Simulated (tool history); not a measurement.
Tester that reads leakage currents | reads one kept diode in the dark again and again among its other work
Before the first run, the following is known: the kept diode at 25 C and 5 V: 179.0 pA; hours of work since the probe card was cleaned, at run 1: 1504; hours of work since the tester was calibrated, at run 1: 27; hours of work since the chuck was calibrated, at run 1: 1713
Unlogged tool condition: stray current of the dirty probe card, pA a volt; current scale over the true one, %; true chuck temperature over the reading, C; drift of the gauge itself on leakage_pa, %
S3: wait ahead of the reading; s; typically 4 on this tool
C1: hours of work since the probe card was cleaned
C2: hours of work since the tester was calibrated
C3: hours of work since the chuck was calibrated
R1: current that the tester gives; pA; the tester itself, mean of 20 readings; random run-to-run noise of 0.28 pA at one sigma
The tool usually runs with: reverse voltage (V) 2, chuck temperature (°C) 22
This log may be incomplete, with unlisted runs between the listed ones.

{"run": 1, "hour": 0.0, "reverse voltage (V)": 2, "chuck temperature (°C)": 22, "S3": 4, "C1": 1504, "C2": 27, "C3": 1713, "R1": 92.96}
{"run": 2, "hour": 60.0, "reverse voltage (V)": 2, "chuck temperature (°C)": 22, "S3": 4, "C1": 1546, "C2": 69, "C3": 1755, "R1": 92.25}
{"run": 3, "hour": 125.2, "reverse voltage (V)": 2, "chuck temperature (°C)": 57, "S3": 4, "C1": 1591, "C2": 114, "C3": 1800, "R1": 1739.52}
{"run": 4, "hour": 168.5, "reverse voltage (V)": 2, "chuck temperature (°C)": 57, "S3": 4, "C1": 1621, "C2": 144, "C3": 1830, "R1": 1743.74}
{"run": 5, "hour": 223.4, "reverse voltage (V)": 2, "chuck temperature (°C)": 57, "S3": 4, "C1": 1659, "C2": 182, "C3": 1868, "R1": 1742.18}
{"hour": 270.3, "done": "chuck's temperature calibrated"}
{"run": 6, "hour": 279.4, "reverse voltage (V)": 2, "chuck temperature (°C)": 57, "S3": 4, "C1": 1696, "C2": 219, "C3": 6, "R1": 1735.75}
{"run": 7, "hour": 322.0, "reverse voltage (V)": 2, "chuck temperature (°C)": 57, "S3": 4, "C1": 1726, "C2": 248, "C3": 36, "R1": 1737.08}
{"run": 8, "hour": 402.5, "reverse voltage (V)": 2, "chuck temperature (°C)": 57, "S3": 4, "C1": 1781, "C2": 304, "C3": 91, "R1": 1738.93}
{"run": 9, "hour": 476.3, "reverse voltage (V)": 2, "chuck temperature (°C)": 22, "S3": 1.95, "C1": 1832, "C2": 355, "C3": 143, "R1": 91.95}
{"run": 10, "hour": 549.4, "reverse voltage (V)": 2, "chuck temperature (°C)": 22, "S3": 1.95, "C1": 1883, "C2": 406, "C3": 193, "R1": 93.1}
{"run": 11, "hour": 608.5, "reverse voltage (V)": 2, "chuck temperature (°C)": 22, "S3": 1.95, "C1": 1924, "C2": 447, "C3": 234, "R1": 92.66}
{"run": 12, "hour": 661.7, "reverse voltage (V)": 2.33, "chuck temperature (°C)": 22, "S3": 1.95, "C1": 1961, "C2": 483, "C3": 271, "R1": 99.06}
{"run": 13, "hour": 715.8, "reverse voltage (V)": 2.69, "chuck temperature (°C)": 22, "S3": 1.95, "C1": 1998, "C2": 521, "C3": 308, "R1": 105.18}
{"run": 14, "hour": 750.5, "reverse voltage (V)": 2.69, "chuck temperature (°C)": 22, "S3": 1.95, "C1": 2022, "C2": 545, "C3": 332, "R1": 105.16}
{"run": 15, "hour": 811.1, "reverse voltage (V)": 2.69, "chuck temperature (°C)": 22, "S3": 1.95, "C1": 2064, "C2": 587, "C3": 374, "R1": 104.97}
{"hour": 883.3, "done": "probe card cleaned and baked"}
{"run": 16, "hour": 893.5, "reverse voltage (V)": 4.63, "chuck temperature (°C)": 22, "S3": 4, "C1": 7, "C2": 642, "C3": 429, "R1": 131.01}
{"run": 17, "hour": 972.5, "reverse voltage (V)": 2, "chuck temperature (°C)": 22, "S3": 5.11, "C1": 62, "C2": 696, "C3": 484, "R1": 92.53}
{"run": 18, "hour": 1042.1, "reverse voltage (V)": 2, "chuck temperature (°C)": 22, "S3": 5.11, "C1": 110, "C2": 744, "C3": 532, "R1": 92.63}
{"run": 19, "hour": 1097.9, "reverse voltage (V)": 2, "chuck temperature (°C)": 22, "S3": 5.11, "C1": 148, "C2": 783, "C3": 570, "R1": 92.2}
{"run": 20, "hour": 1148.2, "reverse voltage (V)": 2, "chuck temperature (°C)": 22, "S3": 4, "C1": 183, "C2": 818, "C3": 605, "R1": 92.36}
{"run": 21, "hour": 1199.0, "reverse voltage (V)": 2, "chuck temperature (°C)": 22, "S3": 4, "C1": 218, "C2": 853, "C3": 640, "R1": 92.52}
{"run": 22, "hour": 1271.0, "reverse voltage (V)": 3.08, "chuck temperature (°C)": 42, "S3": 8.74, "C1": 268, "C2": 903, "C3": 690, "R1": 641.6}
{"run": 23, "hour": 1328.9, "reverse voltage (V)": 15.63, "chuck temperature (°C)": 22, "S3": 3.34, "C1": 308, "C2": 943, "C3": 730, "R1": 218.87}
{"run": 24, "hour": 1371.0, "reverse voltage (V)": 2.03, "chuck temperature (°C)": 48, "S3": 4.7, "C1": 337, "C2": 972, "C3": 759, "R1": 876.99}
{"run": 25, "hour": 1426.9, "reverse voltage (V)": 2.03, "chuck temperature (°C)": 48, "S3": 4.7, "C1": 376, "C2": 1011, "C3": 798, "R1": 879.75}
{"run": 26, "hour": 1477.0, "reverse voltage (V)": 2.03, "chuck temperature (°C)": 34, "S3": 4.7, "C1": 411, "C2": 1045, "C3": 833, "R1": 274.94}
{"run": 27, "hour": 1517.7, "reverse voltage (V)": 2.03, "chuck temperature (°C)": 34, "S3": 5.96, "C1": 439, "C2": 1073, "C3": 861, "R1": 274.67}
{"run": 28, "hour": 1572.3, "reverse voltage (V)": 2.03, "chuck temperature (°C)": 34, "S3": 5.96, "C1": 477, "C2": 1111, "C3": 898, "R1": 272.96}
{"run": 29, "hour": 1608.9, "reverse voltage (V)": 2.03, "chuck temperature (°C)": 34, "S3": 5.96, "C1": 502, "C2": 1136, "C3": 924, "R1": 273.79}
{"run": 30, "hour": 1673.9, "reverse voltage (V)": 2.02, "chuck temperature (°C)": 25, "S3": 5.33, "C1": 547, "C2": 1181, "C3": 969, "R1": 121.98}
{"run": 31, "hour": 1713.7, "reverse voltage (V)": 4.8, "chuck temperature (°C)": 56, "S3": 1.84, "C1": 574, "C2": 1209, "C3": 996, "R1": 2329.15}
{"run": 32, "hour": 1776.0, "reverse voltage (V)": 13.97, "chuck temperature (°C)": 22, "S3": 4, "C1": 617, "C2": 1252, "C3": 1039, "R1": 208.76}
{"run": 33, "hour": 1814.5, "reverse voltage (V)": 5.39, "chuck temperature (°C)": 48, "S3": 4, "C1": 644, "C2": 1279, "C3": 1066, "R1": 1317.26}
{"run": 34, "hour": 1876.7, "reverse voltage (V)": 18.78, "chuck temperature (°C)": 52, "S3": 5.06, "C1": 687, "C2": 1322, "C3": 1109, "R1": 3020.79}
{"run": 35, "hour": 1911.9, "reverse voltage (V)": 18.78, "chuck temperature (°C)": 52, "S3": 5.06, "C1": 711, "C2": 1346, "C3": 1133, "R1": 3013.27}
{"run": 36, "hour": 1983.2, "reverse voltage (V)": 1.96, "chuck temperature (°C)": 28, "S3": 1.22, "C1": 761, "C2": 1395, "C3": 1183, "R1": 159.9}
{"run": 37, "hour": 2020.9, "reverse voltage (V)": 16.81, "chuck temperature (°C)": 22, "S3": 4, "C1": 787, "C2": 1421, "C3": 1209, "R1": 225.94}
{"run": 38, "hour": 2103.0, "reverse voltage (V)": 8.1, "chuck temperature (°C)": 32, "S3": 4, "C1": 844, "C2": 1478, "C3": 1265, "R1": 409.42}
{"run": 39, "hour": 2142.1, "reverse voltage (V)": 4.56, "chuck temperature (°C)": 22, "S3": 9.75, "C1": 871, "C2": 1505, "C3": 1292, "R1": 130.59}

For each entry between runs, how does the tool's hidden state at the last listed run before it compare with that at the first listed run after it?
In the gap between runs 5 and 6: chuck's temperature calibrated (hour 270.3)
  stray current of the dirty probe card, pA a volt: 0.041 -> 0.042; true chuck temperature over the reading, C: -0.03 -> 0
  measured less the result without the state, R1: -3.74 -> -0.19 pA
In the gap between runs 15 and 16: probe card cleaned and baked (hour 883.3)
  stray current of the dirty probe card, pA a volt: 0.046 -> 0.02
  measured less the result without the state, R1: +0 -> -0.1 pA
